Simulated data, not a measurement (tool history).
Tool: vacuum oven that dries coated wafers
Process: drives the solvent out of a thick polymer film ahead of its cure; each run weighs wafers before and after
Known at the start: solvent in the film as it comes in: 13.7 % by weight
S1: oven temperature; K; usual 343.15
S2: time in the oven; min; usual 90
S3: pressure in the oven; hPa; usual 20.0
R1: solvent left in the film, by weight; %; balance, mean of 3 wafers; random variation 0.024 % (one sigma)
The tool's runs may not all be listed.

run	hour	S1	S2	S3	R1
1	0.0	343.15	90	20.0	1.29
2	76.8	343.15	88	20.0	1.39
3	183.3	343.15	90	20.0	1.31
4	292.9	343.15	90	20.0	1.32
5	358.6	343.15	90	61.1	2.66
6	454.5	343.15	90	61.1	2.68
7	521.4	343.15	90	61.1	2.64
8	615.8	343.15	75	20.0	1.70
9	674.5	343.15	75	20.0	1.67
10	741.0	343.15	68	20.0	1.98
11	827.3	348.15	90	20.0	0.80
12	929.4	343.15	90	20.0	1.25
13	997.6	343.15	90	20.0	1.30
14	1110.2	343.15	90	20.0	1.31
15	1180.7	343.15	107	20.0	1.11
16	1254.6	343.15	90	20.0	1.31
17	1337.1	343.15	90	20.0	1.35
18	1419.2	343.15	90	20.0	1.30
19	1519.7	328.15	90	20.0	4.76
20	1596.4	328.15	90	20.0	4.81
21	1693.1	343.15	90	56.3	2.49
22	1774.1	343.15	90	56.3	2.47
23	1867.9	343.15	90	20.0	1.31
24	1933.0	357.15	90	20.0	0.45
25	1986.5	357.15	49	20.5	0.72
26	2113.2	343.15	90	18.4	1.27
27	2202.5	343.15	90	18.4	1.23
28	2285.0	343.15	90	45.1	2.13
29	2341.8	343.15	48	20.0	3.04
# hour 2371.4: oven's thermocouples calibrated
30	2467.5	343.15	48	20.0	3.02
31	2553.5	332.15	90	20.0	3.65
32	2672.9	343.15	104	11.5	0.79
33	2727.5	331.15	90	21.3	4.02
34	2812.8	336.15	90	19.1	2.56
35	2864.8	336.15	90	19.1	2.62
36	2935.2	336.15	90	19.1	2.58
37	3051.9	351.15	90	71.6	1.85
38	3152.3	351.15	77	61.3	1.65
39	3279.4	351.15	77	61.3	1.71
40	3386.8	328.15	90	20.8	4.84
41	3481.2	328.15	90	20.8	4.86
42	3550.6	343.15	125	35.5	1.47
43	3675.5	343.15	125	35.5	1.45
44	3765.9	343.15	125	35.5	1.44
# hour 3833.9: vacuum gauge cleaned of residue and calibrated
45	3858.0	328.15	138	13.9	2.96
46	3954.3	328.15	138	13.9	2.94
47	4010.8	357.15	148	35.0	0.64

3 ways to go on from here, each from the tool as it stands after run 47. What would each give?
A	4126.7	338.15	148	12.2	?
B	4126.7	331.15	121	11.6	?
C	4126.7	350.15	148	79.6	?

run	R1
A	0.89
B	2.51
C	2.05
Without the tool's hidden state the same runs would have given:
run	R1
A	0.88
B	2.50
C	2.05
